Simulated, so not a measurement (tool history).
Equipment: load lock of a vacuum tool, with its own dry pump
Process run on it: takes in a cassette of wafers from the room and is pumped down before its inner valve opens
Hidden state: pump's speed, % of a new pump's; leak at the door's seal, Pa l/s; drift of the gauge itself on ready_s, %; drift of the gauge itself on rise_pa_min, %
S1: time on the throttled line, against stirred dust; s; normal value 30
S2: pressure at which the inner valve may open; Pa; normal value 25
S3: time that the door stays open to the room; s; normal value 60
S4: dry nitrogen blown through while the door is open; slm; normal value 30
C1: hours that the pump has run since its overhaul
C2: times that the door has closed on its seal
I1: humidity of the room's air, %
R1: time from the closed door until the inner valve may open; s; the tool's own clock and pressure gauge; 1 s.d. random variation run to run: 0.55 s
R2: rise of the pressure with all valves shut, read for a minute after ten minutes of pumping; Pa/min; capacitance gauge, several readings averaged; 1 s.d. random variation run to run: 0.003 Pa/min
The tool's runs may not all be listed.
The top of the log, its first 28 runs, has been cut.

{"run": 29, "hour": 2557.7, "S1": 30, "S2": 43, "S3": 60, "S4": 6, "C1": 3476, "C2": 23518, "I1": 42.2, "R1": 72.8, "R2": 0.124}
{"run": 30, "hour": 2666.7, "S1": 30, "S2": 43, "S3": 60, "S4": 6, "C1": 3585, "C2": 23923, "I1": 46.5, "R1": 74.0, "R2": 0.121}
{"run": 31, "hour": 2755.2, "S1": 30, "S2": 43, "S3": 60, "S4": 7, "C1": 3673, "C2": 24253, "I1": 45.6, "R1": 73.5, "R2": 0.121}
{"run": 32, "hour": 2875.1, "S1": 30, "S2": 25, "S3": 40, "S4": 30, "C1": 3793, "C2": 24699, "I1": 46.3, "R1": 77.5, "R2": 0.108}
{"run": 33, "hour": 2993.4, "S1": 30, "S2": 25, "S3": 40, "S4": 30, "C1": 3911, "C2": 25139, "I1": 42.8, "R1": 78.7, "R2": 0.105}
{"run": 34, "hour": 3055.4, "S1": 31, "S2": 25, "S3": 86, "S4": 37, "C1": 3973, "C2": 25370, "I1": 47.9, "R1": 78.5, "R2": 0.121}
{"run": 35, "hour": 3131.4, "S1": 31, "S2": 29, "S3": 86, "S4": 29, "C1": 4050, "C2": 25653, "I1": 43.5, "R1": 77.8, "R2": 0.128}
{"run": 36, "hour": 3209.9, "S1": 17, "S2": 29, "S3": 86, "S4": 22, "C1": 4128, "C2": 25945, "I1": 49.2, "R1": 66.8, "R2": 0.132}
{"run": 37, "hour": 3298.2, "S1": 17, "S2": 29, "S3": 86, "S4": 22, "C1": 4216, "C2": 26274, "I1": 41.8, "R1": 67.7, "R2": 0.122}

3 options for the next run, each taken on its own from the tool as it stands now. Forecast them:
{"run": "A", "hour": 3375.2, "S1": 16, "S2": 21, "S3": 122, "S4": 30, "C1": 4293, "C2": 26561, "I1": 45.2, "R1": "?", "R2": "?"}
{"run": "B", "hour": 3375.2, "S1": 30, "S2": 45, "S3": 160, "S4": 14, "C1": 4293, "C2": 26561, "I1": 46.1, "R1": "?", "R2": "?"}
{"run": "C", "hour": 3375.2, "S1": 27, "S2": 38, "S3": 123, "S4": 22, "C1": 4293, "C2": 26561, "I1": 45.1, "R1": "?", "R2": "?"}

run=A R1=69.7 R2=0.124
run=B R1=74.0 R2=0.147
run=C R1=71.9 R2=0.136
Take away the tool's hidden state, keep each run's random variation, and the runs would have read:
run=A R1=68.3 R2=0.035
run=B R1=72.8 R2=0.058
run=C R1=70.7 R2=0.047
